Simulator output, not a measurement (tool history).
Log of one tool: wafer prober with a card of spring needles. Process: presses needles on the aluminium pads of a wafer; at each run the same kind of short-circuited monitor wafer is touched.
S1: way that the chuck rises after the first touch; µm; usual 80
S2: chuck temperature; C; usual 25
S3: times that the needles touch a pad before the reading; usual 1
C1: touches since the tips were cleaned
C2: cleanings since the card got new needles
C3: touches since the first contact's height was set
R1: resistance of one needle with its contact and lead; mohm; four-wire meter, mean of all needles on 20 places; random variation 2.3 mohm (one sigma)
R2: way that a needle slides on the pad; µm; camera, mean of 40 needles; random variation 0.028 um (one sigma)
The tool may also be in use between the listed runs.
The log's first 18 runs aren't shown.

-- hour=135.7 tips cleaned on abrasive film
run 19 hour=140.2 | S1=89 S2=25 S3=1 | C1=1981 C2=31 C3=70573 | R1=264 R2=18.86
run 20 hour=146.1 | S1=68 S2=29 S3=2 | C1=4575 C2=31 C3=73167 | R1=264 R2=14.41
-- hour=149.1 tips cleaned on abrasive film
run 21 hour=150.8 | S1=80 S2=124 S3=3 | C1=737 C2=32 C3=75181 | R1=290 R2=16.98
-- hour=161.9 tips cleaned on abrasive film
run 22 hour=161.9 | S1=75 S2=120 S3=2 | C1=0 C2=33 C3=80007 | R1=297 R2=15.93
run 23 hour=172.3 | S1=80 S2=25 S3=2 | C1=4592 C2=33 C3=84599 | R1=262 R2=17.02
-- hour=174.5 tips cleaned on abrasive film
run 24 hour=182.8 | S1=80 S2=49 S3=1 | C1=3632 C2=34 C3=89153 | R1=270 R2=16.98
-- hour=187.6 tips cleaned on abrasive film
run 25 hour=190.7 | S1=64 S2=30 S3=1 | C1=1372 C2=35 C3=92610 | R1=268 R2=13.67
run 26 hour=197.7 | S1=64 S2=30 S3=1 | C1=4435 C2=35 C3=95673 | R1=265 R2=13.58
-- hour=200.7 tips cleaned on abrasive film
run 27 hour=203.5 | S1=89 S2=60 S3=2 | C1=1216 C2=36 C3=98162 | R1=273 R2=18.97
run 28 hour=209.7 | S1=89 S2=60 S3=2 | C1=3974 C2=36 C3=100920 | R1=274 R2=18.98
-- hour=214.1 tips cleaned on abrasive film
run 29 hour=219.5 | S1=69 S2=28 S3=1 | C1=2348 C2=37 C3=105162 | R1=268 R2=14.73
-- hour=227 tips cleaned on abrasive film
run 30 hour=229.4 | S1=69 S2=28 S3=1 | C1=1068 C2=38 C3=109499 | R1=268 R2=14.7
-- hour=230.2 gauge calibrated
run 31 hour=234.7 | S1=69 S2=28 S3=1 | C1=3367 C2=38 C3=111798 | R1=264 R2=14.37
-- hour=240.1 tips cleaned on abrasive film
run 32 hour=244 | S1=99 S2=82 S3=1 | C1=1728 C2=39 C3=115870 | R1=282 R2=20.66

4 ways to go on from here, each from the tool as it stands after run 32. What would each give?
-- hour=253.2 tips cleaned on abrasive film
run A hour=253.7 | S1=99 S2=124 S3=1 | C1=184 C2=40 C3=120068 | R1=? R2=?
-- hour=253.2 tips cleaned on abrasive film
run B hour=253.7 | S1=79 S2=82 S3=3 | C1=184 C2=40 C3=120068 | R1=? R2=?
-- hour=253.2 tips cleaned on abrasive film
run C hour=253.7 | S1=80 S2=42 S3=1 | C1=184 C2=40 C3=120068 | R1=? R2=?
-- hour=253.2 tips cleaned on abrasive film
run D hour=253.7 | S1=99 S2=82 S3=2 | C1=184 C2=40 C3=120068 | R1=? R2=?

run=A R1=294 R2=20.7
run=B R1=279 R2=16.51
run=C R1=269 R2=16.72
run=D R1=281 R2=20.78
Without the tool's hidden state the same runs would have given:
run=A R1=294 R2=20.66
run=B R1=279 R2=16.48
run=C R1=269 R2=16.69
run=D R1=281 R2=20.74
